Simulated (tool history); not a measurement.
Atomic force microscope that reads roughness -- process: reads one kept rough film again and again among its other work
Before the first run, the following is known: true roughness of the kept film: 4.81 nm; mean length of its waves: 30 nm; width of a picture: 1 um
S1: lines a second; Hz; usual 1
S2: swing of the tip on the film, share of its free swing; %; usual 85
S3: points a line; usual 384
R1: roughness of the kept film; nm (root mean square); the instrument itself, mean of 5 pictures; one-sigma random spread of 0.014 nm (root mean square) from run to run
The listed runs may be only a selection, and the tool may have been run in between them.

run   hour    S1  S2   S3     R1
  1      0     1  85  384  3.064
  2   13.2     1  85  384  2.819
  3   24.7     1  85  384  2.644
  4   40.6  3.02  85  384  2.546
  5   55.4     1  80  384  2.889
  6   65.1     1  80  384  2.765
  7   80.6     1  80  384   3.27
  8   91.3     1  80  384  3.026
  9  104.6     1  85  384  2.721
 10  117.5  2.69  85  525  2.718
 11  125.9  2.69  85  525  2.526
 12  138.4     1  57  542  3.107
 13    154     1  57  542  3.773
 14  162.1  2.34  56  821  3.446
 15  176.5  0.51  81  384  3.087
 16  196.7  1.64  64  849   3.58
 17  206.6  3.68  58  615  3.213

Withheld: 7 entries from between the runs. Position of each, and hidden state at the listed run before versus the listed run after:
After run 3, before run 4: new tip fitted (hour 26.9)
  radius of the tip, nm: 27.9 -> 16; height scale over the true one, %: -0.39 -> -0.4
  measured minus no-state result, R1: -0.835 -> -0.278 nm (root mean square)
After run 6, before run 7: new tip fitted (hour 68.4)
  radius of the tip, nm: 26.3 -> 15.2; height scale over the true one, %: -0.41 -> -0.42
  measured minus no-state result, R1: -0.8 -> -0.308 nm (root mean square)
After run 9, before run 10: new tip fitted (hour 109.2)
  radius of the tip, nm: 25.5 -> 14.2; height scale over the true one, %: -0.44 -> -0.45
  measured minus no-state result, R1: -0.752 -> -0.211 nm (root mean square)
After run 12, before run 13: height scale calibrated on a step standard (hour 141); new tip fitted (hour 152)
  radius of the tip, nm: 23.4 -> 11.1; height scale over the true one, %: -0.46 -> -0.58
  measured minus no-state result, R1: -0.742 -> -0.094 nm (root mean square)
After run 15, before run 16: height scale calibrated on a step standard, once more (hour 185.6); new tip fitted (hour 193.3)
  radius of the tip, nm: 21.3 -> 12.2; height scale over the true one, %: -0.6 -> 0.01
  measured minus no-state result, R1: -0.628 -> -0.137 nm (root mean square)

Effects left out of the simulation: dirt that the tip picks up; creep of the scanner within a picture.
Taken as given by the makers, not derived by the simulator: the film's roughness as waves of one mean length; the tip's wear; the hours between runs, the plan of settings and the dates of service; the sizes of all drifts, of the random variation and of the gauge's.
